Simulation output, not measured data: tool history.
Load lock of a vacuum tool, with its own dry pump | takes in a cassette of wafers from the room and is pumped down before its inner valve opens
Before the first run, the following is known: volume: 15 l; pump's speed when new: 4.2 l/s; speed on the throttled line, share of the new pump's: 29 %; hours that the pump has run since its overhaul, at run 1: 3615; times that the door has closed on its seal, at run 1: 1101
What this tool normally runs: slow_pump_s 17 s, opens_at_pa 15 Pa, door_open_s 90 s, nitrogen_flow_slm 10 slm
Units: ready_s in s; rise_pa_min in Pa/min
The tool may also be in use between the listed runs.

run,hour,slow_pump_s,opens_at_pa,door_open_s,nitrogen_flow_slm,hours that the pump has run since its overhaul,times that the door has closed on its seal,"incoming humidity of the room's air, %",ready_s,rise_pa_min
1,0,17,15,90,10,3615,1101,41.7,45.9,0.057
2,83.9,17,15,90,10,3699,1460,42.8,46.7,0.061
3,181.9,17,15,90,10,3797,1878,44.8,46,0.066
4,323.4,17,15,191,10,3939,2483,48.7,46,0.111
5,391,17,15,191,10,4006,2771,47.8,45.9,0.104
6,458.8,17,15,90,10,4074,3061,46.7,46.4,0.071
7,607.8,17,15,90,5,4223,3698,45,46.5,0.092
8,735.2,17,15,90,5,4350,4242,43.6,47.2,0.097
9,886.5,17,15,90,5,4502,4888,49.6,45.8,0.101
10,1035.4,17,15,90,5,4650,5524,46.8,47.3,0.109
11,1116.3,17,15,90,5,4731,5870,46,46.1,0.104
12,1210.9,17,15,90,10,4826,6274,46.1,46.2,0.08
13,1278.7,17,15,90,10,4894,6563,45.8,47.3,0.085
14,1417.3,17,15,90,10,5032,7156,42.3,47.1,0.087
15,1537.5,17,15,90,10,5153,7669,43.6,46.6,0.087
16,1612.3,17,15,90,10,5227,7989,46.1,45.5,0.091
17,1768.5,17,15,90,10,5384,8656,45.7,47,0.094
18,1884.2,17,15,90,10,5499,9150,49.2,47.6,0.1
19,1951.5,17,24,90,6,5567,9438,46.2,45.7,0.117
20,2065.1,17,24,90,6,5680,9923,42.4,45.9,0.117
21,2173.4,12,15,90,18,5789,10385,44.4,44.1,0.088
22,2321.9,17,13,124,18,5937,11020,44.6,48.5,0.096
23,2455.2,17,24,90,10,6070,11589,44.4,45.5,0.107
24,2540.4,23,24,90,10,6155,11953,48.8,50.1,0.116
25,2685.3,17,26,89,10,6300,12572,47.3,46.3,0.118
26,2809.6,17,15,58,21,6425,13103,42.6,47.8,0.087
27,2915.6,9,15,90,10,6531,13556,46.6,42.7,0.119
28,3015.5,34,29,29,11,6631,13983,45.1,55.9,0.101
29,3079.5,14,21,118,6,6695,14256,40.8,44.8,0.149
30,3216.7,14,21,118,6,6832,14842,42.1,45.1,0.159
31,3332.3,10,15,90,10,6947,15336,48.9,43.2,0.141
32,3414.4,10,15,90,10,7029,15686,45.8,44,0.141
33,3548.5,25,12,95,31,7164,16259,45.5,54.8,0.111
34,3668.6,17,15,118,11,7284,16772,44.8,49,0.155
35,3744.5,17,15,118,11,7360,17096,44.2,48.9,0.155
36,3853.7,17,15,90,10,7469,17563,43.5,49,0.154

Predict each of these 4 candidate next runs independently; none follows another, all start after run 36:
A,3924.6,12,15,35,10,7540,17866,45,?,?
B,3924.6,17,15,90,8,7540,17866,49.1,?,?
C,3924.6,17,15,115,10,7540,17866,44.6,?,?
D,3924.6,17,21,90,12,7540,17866,44.9,?,?

run,ready_s,rise_pa_min
A,45.2,0.134
B,49.5,0.167
C,48.9,0.166
D,47.1,0.149
The same runs, with their run-to-run variation unchanged, on a tool lacking any hidden condition would have given:
run,ready_s,rise_pa_min
A,39.7,0.04
B,44.2,0.073
C,43.6,0.072
D,42.2,0.054
